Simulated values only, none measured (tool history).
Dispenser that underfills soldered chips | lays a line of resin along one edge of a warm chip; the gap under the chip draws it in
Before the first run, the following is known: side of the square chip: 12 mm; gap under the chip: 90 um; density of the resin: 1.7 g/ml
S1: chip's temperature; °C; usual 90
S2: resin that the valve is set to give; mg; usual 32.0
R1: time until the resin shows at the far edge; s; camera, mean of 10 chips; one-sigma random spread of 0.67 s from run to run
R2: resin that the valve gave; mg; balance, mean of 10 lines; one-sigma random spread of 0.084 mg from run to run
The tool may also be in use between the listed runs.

{"run": 1, "day": 0.0, "S1": 90, "S2": 32.0, "R1": 64.1, "R2": 31.55}
{"run": 2, "day": 0.129, "S1": 90, "S2": 32.0, "R1": 70.9, "R2": 31.54}
{"run": 3, "day": 0.271, "S1": 90, "S2": 32.0, "R1": 79.2, "R2": 31.39}
{"day": 0.346, "done": "new syringe of resin"}
{"run": 4, "day": 0.454, "S1": 90, "S2": 32.0, "R1": 67.7, "R2": 31.26}
{"run": 5, "day": 0.662, "S1": 90, "S2": 32.0, "R1": 79.0, "R2": 31.54}
{"day": 0.725, "done": "new syringe of resin"}
{"run": 6, "day": 0.846, "S1": 90, "S2": 32.0, "R1": 68.4, "R2": 31.29}
{"run": 7, "day": 0.942, "S1": 85, "S2": 32.0, "R1": 88.7, "R2": 31.27}
{"day": 1.088, "done": "new syringe of resin"}
{"run": 8, "day": 1.125, "S1": 85, "S2": 32.0, "R1": 79.3, "R2": 31.2}
{"run": 9, "day": 1.275, "S1": 85, "S2": 32.0, "R1": 89.4, "R2": 31.22}
{"run": 10, "day": 1.388, "S1": 85, "S2": 32.0, "R1": 96.8, "R2": 31.14}
{"day": 1.454, "done": "new syringe of resin"}
{"run": 11, "day": 1.629, "S1": 85, "S2": 32.0, "R1": 86.0, "R2": 30.97}
{"day": 1.683, "done": "dispensing valve cleaned and set on the balance"}
{"run": 12, "day": 1.825, "S1": 85, "S2": 32.0, "R1": 99.0, "R2": 31.84}
{"day": 1.862, "done": "new syringe of resin"}
{"run": 13, "day": 1.996, "S1": 85, "S2": 32.0, "R1": 82.8, "R2": 31.9}
{"run": 14, "day": 2.146, "S1": 85, "S2": 32.0, "R1": 93.7, "R2": 31.92}
{"day": 2.238, "done": "new syringe of resin"}
{"run": 15, "day": 2.35, "S1": 85, "S2": 32.0, "R1": 79.6, "R2": 31.79}
{"run": 16, "day": 2.55, "S1": 91, "S2": 32.0, "R1": 75.1, "R2": 31.8}
{"day": 2.604, "done": "new syringe of resin"}
{"run": 17, "day": 2.788, "S1": 91, "S2": 32.0, "R1": 68.7, "R2": 31.82}
{"run": 18, "day": 2.904, "S1": 91, "S2": 32.0, "R1": 76.6, "R2": 31.93}
{"day": 2.975, "done": "new syringe of resin"}
{"run": 19, "day": 3.121, "S1": 91, "S2": 32.0, "R1": 66.9, "R2": 31.7}
{"day": 3.338, "done": "new syringe of resin"}
{"run": 20, "day": 3.358, "S1": 91, "S2": 32.0, "R1": 60.9, "R2": 31.61}
{"run": 21, "day": 3.579, "S1": 91, "S2": 32.0, "R1": 71.3, "R2": 31.42}
{"day": 3.712, "done": "new syringe of resin"}
{"run": 22, "day": 3.8, "S1": 79, "S2": 31.4, "R1": 103.7, "R2": 30.85}
{"run": 23, "day": 3.992, "S1": 85, "S2": 31.6, "R1": 94.3, "R2": 30.87}
{"day": 4.096, "done": "new syringe of resin"}
{"run": 24, "day": 4.225, "S1": 87, "S2": 41.2, "R1": 75.0, "R2": 40.34}
{"run": 25, "day": 4.421, "S1": 103, "S2": 27.3, "R1": 51.3, "R2": 26.8}
{"day": 4.458, "done": "new syringe of resin"}
{"run": 26, "day": 4.538, "S1": 103, "S2": 27.3, "R1": 42.8, "R2": 26.75}
{"run": 27, "day": 4.717, "S1": 89, "S2": 33.7, "R1": 78.6, "R2": 32.85}
{"day": 4.821, "done": "new syringe of resin"}
{"run": 28, "day": 4.942, "S1": 104, "S2": 32.0, "R1": 40.7, "R2": 31.2}
{"run": 29, "day": 5.033, "S1": 104, "S2": 32.0, "R1": 45.1, "R2": 31.24}
{"run": 30, "day": 5.158, "S1": 81, "S2": 34.6, "R1": 114.7, "R2": 33.81}
{"day": 5.196, "done": "new syringe of resin"}
{"run": 31, "day": 5.271, "S1": 81, "S2": 34.6, "R1": 89.9, "R2": 33.77}
{"run": 32, "day": 5.496, "S1": 75, "S2": 27.7, "R1": 145.5, "R2": 26.96}
{"day": 5.567, "done": "new syringe of resin"}
{"run": 33, "day": 5.612, "S1": 75, "S2": 27.7, "R1": 121.5, "R2": 26.91}
{"day": 5.758, "done": "dispensing valve cleaned and set on the balance"}
{"run": 34, "day": 5.875, "S1": 89, "S2": 39.5, "R1": 77.7, "R2": 39.48}
{"day": 5.988, "done": "new syringe of resin"}
{"run": 35, "day": 6.021, "S1": 82, "S2": 39.4, "R1": 85.8, "R2": 39.3}
{"run": 36, "day": 6.121, "S1": 90, "S2": 36.4, "R1": 68.0, "R2": 36.46}

Below are 3 alternative next runs, each starting from the tool's condition after run 36. Predict each:
{"run": "A", "day": 6.329, "S1": 103, "S2": 34.5, "R1": "?", "R2": "?"}
{"run": "B", "day": 6.329, "S1": 104, "S2": 27.3, "R1": "?", "R2": "?"}
{"run": "C", "day": 6.329, "S1": 104, "S2": 30.5, "R1": "?", "R2": "?"}

run=A R1=51.1 R2=34.47
run=B R1=51.7 R2=27.18
run=C R1=49.2 R2=30.46
Stripped of hidden state, with their random variation kept, the same runs would have yielded:
run=A R1=37.4 R2=34.57
run=B R1=37.8 R2=27.26
run=C R1=36.0 R2=30.55

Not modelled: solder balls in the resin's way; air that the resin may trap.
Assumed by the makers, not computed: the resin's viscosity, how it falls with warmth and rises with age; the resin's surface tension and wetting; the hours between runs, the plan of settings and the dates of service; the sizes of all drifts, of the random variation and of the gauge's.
